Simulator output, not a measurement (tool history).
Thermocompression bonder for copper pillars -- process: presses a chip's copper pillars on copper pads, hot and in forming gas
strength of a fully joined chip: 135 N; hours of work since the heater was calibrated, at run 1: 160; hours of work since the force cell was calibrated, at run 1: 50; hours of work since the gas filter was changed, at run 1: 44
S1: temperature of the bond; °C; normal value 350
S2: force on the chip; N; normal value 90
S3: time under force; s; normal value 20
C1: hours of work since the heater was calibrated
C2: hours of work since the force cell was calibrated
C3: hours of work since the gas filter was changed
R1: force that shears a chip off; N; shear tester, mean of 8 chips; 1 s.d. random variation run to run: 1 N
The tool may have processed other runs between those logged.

Run 1, hour 0: usual settings; C1 160; C2 50; C3 44. Result: R1 86.2 N.
Run 2, hour 8.2: usual settings; C1 164; C2 54; C3 48. Result: R1 87.7 N.
Run 3, hour 17.5: usual settings but S3 58 s; C1 168; C2 59; C3 53. Result: R1 110.9 N.
Run 4, hour 22.8: usual settings but S3 59 s; C1 171; C2 61; C3 55. Result: R1 110.4 N.
Run 5, hour 32.3: usual settings; C1 175; C2 66; C3 60. Result: R1 87.9 N.
Run 6, hour 42.4: usual settings; C1 180; C2 71; C3 65. Result: R1 86 N.
Run 7, hour 51.7: usual settings; C1 185; C2 76; C3 69. Result: R1 87.1 N.
Run 8, hour 56.7: usual settings; C1 187; C2 78; C3 72. Result: R1 86.4 N.
Run 9, hour 65.3: usual settings; C1 191; C2 82; C3 76. Result: R1 87.4 N.
Run 10, hour 75.1: usual settings but S2 103 N; C1 196; C2 87; C3 81. Result: R1 96.1 N.
Run 11, hour 80.5: usual settings but S1 365 °C, S2 103 N, S3 18 s; C1 199; C2 90; C3 83. Result: R1 103.7 N.
Run 12, hour 91.5: usual settings but S2 58 N; C1 204; C2 95; C3 89. Result: R1 60.6 N.
Run 13, hour 101.2: usual settings but S1 326 °C; C1 209; C2 100; C3 94. Result: R1 68.9 N.
Run 14, hour 110.5: usual settings but S2 114 N, S3 10 s; C1 214; C2 104; C3 98. Result: R1 83.4 N.
Run 15, hour 119: usual settings but S2 114 N, S3 10 s; C1 218; C2 108; C3 102. Result: R1 82.8 N.

4 ways to go on from here, each from the tool as it stands after run 15. What would each give?
Run A, hour 129.8: usual settings but S2 114 N, S3 42 s; C1 223; C2 114; C3 108. Result: R1 ?.
Run B, hour 129.8: usual settings but S2 73 N; C1 223; C2 114; C3 108. Result: R1 ?.
Run C, hour 129.8: usual settings but S1 357 °C, S2 98 N, S3 54 s; C1 223; C2 114; C3 108. Result: R1 ?.
Run D, hour 129.8: usual settings but S1 345 °C, S3 25 s; C1 223; C2 114; C3 108. Result: R1 ?.

run     R1
  A  116.6
  B     74
  C  117.5
  D   88.6
Without the tool's unlogged condition, the same runs would have read:
run     R1
  A  116.8
  B   74.2
  C  117.7
  D   88.9
